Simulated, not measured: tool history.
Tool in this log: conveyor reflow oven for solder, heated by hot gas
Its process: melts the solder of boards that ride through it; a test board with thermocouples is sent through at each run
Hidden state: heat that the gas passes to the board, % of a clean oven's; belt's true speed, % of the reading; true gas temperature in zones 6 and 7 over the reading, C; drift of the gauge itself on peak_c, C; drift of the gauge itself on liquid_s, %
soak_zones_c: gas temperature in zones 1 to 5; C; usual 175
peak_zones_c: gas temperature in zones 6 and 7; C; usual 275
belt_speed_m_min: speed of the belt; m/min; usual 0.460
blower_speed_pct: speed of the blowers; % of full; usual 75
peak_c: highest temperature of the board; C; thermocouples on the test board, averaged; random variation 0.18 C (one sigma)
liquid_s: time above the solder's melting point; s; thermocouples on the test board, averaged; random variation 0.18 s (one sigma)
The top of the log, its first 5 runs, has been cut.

| run | hour | soak_zones_c | peak_zones_c | belt_speed_m_min | blower_speed_pct | hours of work since the flux was cleaned out | hours of work since the belt drive was overhauled | hours of work since the thermocouples were changed | peak_c | liquid_s |
|---|---|---|---|---|---|---|---|---|---|---|
| 6 | 59.3 | 177 | 275 | 0.460 | 75 | 355 | 57 | 111 | 259.0 | 84.7 |
| 7 | 73.3 | 175 | 286 | 0.460 | 75 | 366 | 67 | 121 | 267.7 | 90.9 |
| 8 | 88.5 | 175 | 286 | 0.460 | 75 | 377 | 79 | 133 | 268.1 | 91.1 |
| 9 | 98.3 | 175 | 286 | 0.460 | 75 | 384 | 86 | 140 | 267.5 | 91.1 |
| 10 | 111.4 | 175 | 286 | 0.460 | 75 | 394 | 96 | 150 | 268.1 | 90.8 |
| 11 | 120.3 | 175 | 275 | 0.460 | 75 | 401 | 103 | 156 | 258.1 | 83.5 |
|  | 139.7 | flux residue cleaned out of gas plates and filters |
| 12 | 140.0 | 175 | 277 | 0.460 | 75 | 0 | 113 | 167 | 262.7 | 87.5 |
| 13 | 147.4 | 175 | 275 | 0.460 | 61 | 6 | 119 | 173 | 257.9 | 83.8 |
| 14 | 155.5 | 175 | 275 | 0.460 | 61 | 12 | 125 | 179 | 258.2 | 83.5 |
| 15 | 169.9 | 175 | 275 | 0.460 | 61 | 23 | 136 | 190 | 257.7 | 83.9 |
| 16 | 186.1 | 175 | 275 | 0.451 | 58 | 35 | 148 | 202 | 257.7 | 85.0 |
| 17 | 194.3 | 180 | 285 | 0.445 | 62 | 41 | 154 | 208 | 268.7 | 97.7 |
| 18 | 202.9 | 163 | 275 | 0.460 | 75 | 47 | 160 | 214 | 258.6 | 79.6 |
| 19 | 211.7 | 181 | 268 | 0.532 | 62 | 54 | 167 | 221 | 247.5 | 64.9 |
| 20 | 219.9 | 181 | 268 | 0.532 | 62 | 60 | 173 | 227 | 248.0 | 65.1 |
| 21 | 227.9 | 181 | 273 | 0.456 | 62 | 66 | 179 | 233 | 257.6 | 87.3 |
| 22 | 240.9 | 168 | 279 | 0.456 | 71 | 76 | 189 | 243 | 262.2 | 85.3 |
| 23 | 255.4 | 168 | 289 | 0.488 | 71 | 86 | 200 | 254 | 268.5 | 83.4 |
| 24 | 270.4 | 175 | 278 | 0.397 | 71 | 98 | 211 | 265 | 266.7 | 105.7 |
| 25 | 279.9 | 175 | 274 | 0.460 | 79 | 105 | 218 | 272 | 259.7 | 86.0 |
| 26 | 287.1 | 184 | 286 | 0.460 | 86 | 110 | 223 | 277 | 273.4 | 98.6 |
| 27 | 298.3 | 184 | 286 | 0.460 | 86 | 118 | 232 | 286 | 273.1 | 98.9 |
| 28 | 314.3 | 164 | 264 | 0.460 | 78 | 130 | 244 | 298 | 248.7 | 71.0 |
| 29 | 328.8 | 164 | 264 | 0.460 | 78 | 141 | 254 | 308 | 249.1 | 71.0 |
| 30 | 344.5 | 176 | 264 | 0.460 | 69 | 153 | 266 | 320 | 249.1 | 76.3 |

Each row is a separate what-if for the run after 30, all from the same tool condition, not one after another. Results?
| A | 356.1 | 175 | 284 | 0.460 | 75 | 162 | 275 | 329 | ? | ? |
| B | 356.1 | 176 | 270 | 0.514 | 71 | 162 | 275 | 329 | ? | ? |
| C | 356.1 | 176 | 264 | 0.517 | 68 | 162 | 275 | 329 | ? | ? |

| run | peak_c | liquid_s |
|---|---|---|
| A | 267.8 | 91.8 |
| B | 250.8 | 69.2 |
| C | 245.3 | 62.5 |
The same runs, with their run-to-run variation unchanged, on a tool lacking any hidden condition would have given:
| run | peak_c | liquid_s |
|---|---|---|
| A | 268.8 | 92.0 |
| B | 251.9 | 70.2 |
| C | 246.3 | 63.6 |
